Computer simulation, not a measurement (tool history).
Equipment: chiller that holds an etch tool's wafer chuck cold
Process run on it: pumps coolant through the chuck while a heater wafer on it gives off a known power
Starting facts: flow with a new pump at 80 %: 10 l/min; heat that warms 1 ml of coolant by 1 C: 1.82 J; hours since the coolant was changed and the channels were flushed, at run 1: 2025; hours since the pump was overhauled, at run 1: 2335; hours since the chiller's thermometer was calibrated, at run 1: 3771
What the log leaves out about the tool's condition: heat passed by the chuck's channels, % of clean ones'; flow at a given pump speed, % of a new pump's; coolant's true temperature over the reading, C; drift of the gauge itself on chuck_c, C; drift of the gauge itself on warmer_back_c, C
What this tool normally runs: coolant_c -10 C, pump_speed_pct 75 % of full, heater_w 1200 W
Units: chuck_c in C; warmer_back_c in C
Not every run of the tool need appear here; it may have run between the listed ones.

run,hour,coolant_c,pump_speed_pct,heater_w,hours since the coolant was changed and the channels were flushed,hours since the pump was overhauled,hours since the chiller's thermometer was calibrated,chuck_c,warmer_back_c
1,0,-10,75,1200,2025,2335,3771,3.5,4.23
2,174.7,-10,75,1200,2199,2510,3946,3.4,4.24
3,321,-10,75,1200,2346,2656,4092,3.5,4.24
# hour 459.5: chiller's thermometer calibrated
4,497.9,-10,75,1762,2522,2832,38,9.6,6.27
5,590.8,-10,75,1200,2614,2925,131,3.5,4.22
6,678.5,-10,75,1200,2702,3013,219,3.3,4.29
7,830.9,-10,75,1200,2855,3165,371,3.5,4.24
# hour 902.5: coolant changed, channels flushed
8,943,-1,75,1200,40,3271,478,12.5,4.21
9,1015.3,-1,75,1200,113,3344,550,12.5,4.31
10,1098.9,-10,75,1200,196,3427,633,3.5,4.19
11,1204,-10,75,1200,302,3533,739,3.4,4.25
12,1368.6,-10,75,721,466,3697,903,-2,2.54
13,1542.6,-10,75,899,640,3871,1077,0.1,3.21
14,1702.2,-10,75,899,800,4031,1237,0,3.14
15,1875.3,-10,75,899,973,4204,1410,0.2,3.17
16,1965.9,-10,75,899,1063,4294,1500,0.1,3.2
17,2081.8,-10,67,1554,1179,4410,1616,9.2,6.15
18,2202.7,-6,75,1461,1300,4531,1737,10.3,5.12
19,2369.3,-16,72,676,1467,4698,1904,-8.1,2.52
20,2537.6,-10,96,704,1635,4866,2072,-3.6,1.99
21,2630.9,-13,67,731,1728,4959,2165,-4,2.92
22,2707.4,-13,61,1019,1805,5036,2242,0.7,4.44

Forecast run 23:
23,2797.9,-13,61,1019,1895,5126,2332,?,?

chuck_c: 0.6 C
warmer_back_c: 4.43 C
On a tool with no hidden condition, and with the same random variation, this run would have come out at chuck_c 0.5 C, warmer_back_c 4.42 C.

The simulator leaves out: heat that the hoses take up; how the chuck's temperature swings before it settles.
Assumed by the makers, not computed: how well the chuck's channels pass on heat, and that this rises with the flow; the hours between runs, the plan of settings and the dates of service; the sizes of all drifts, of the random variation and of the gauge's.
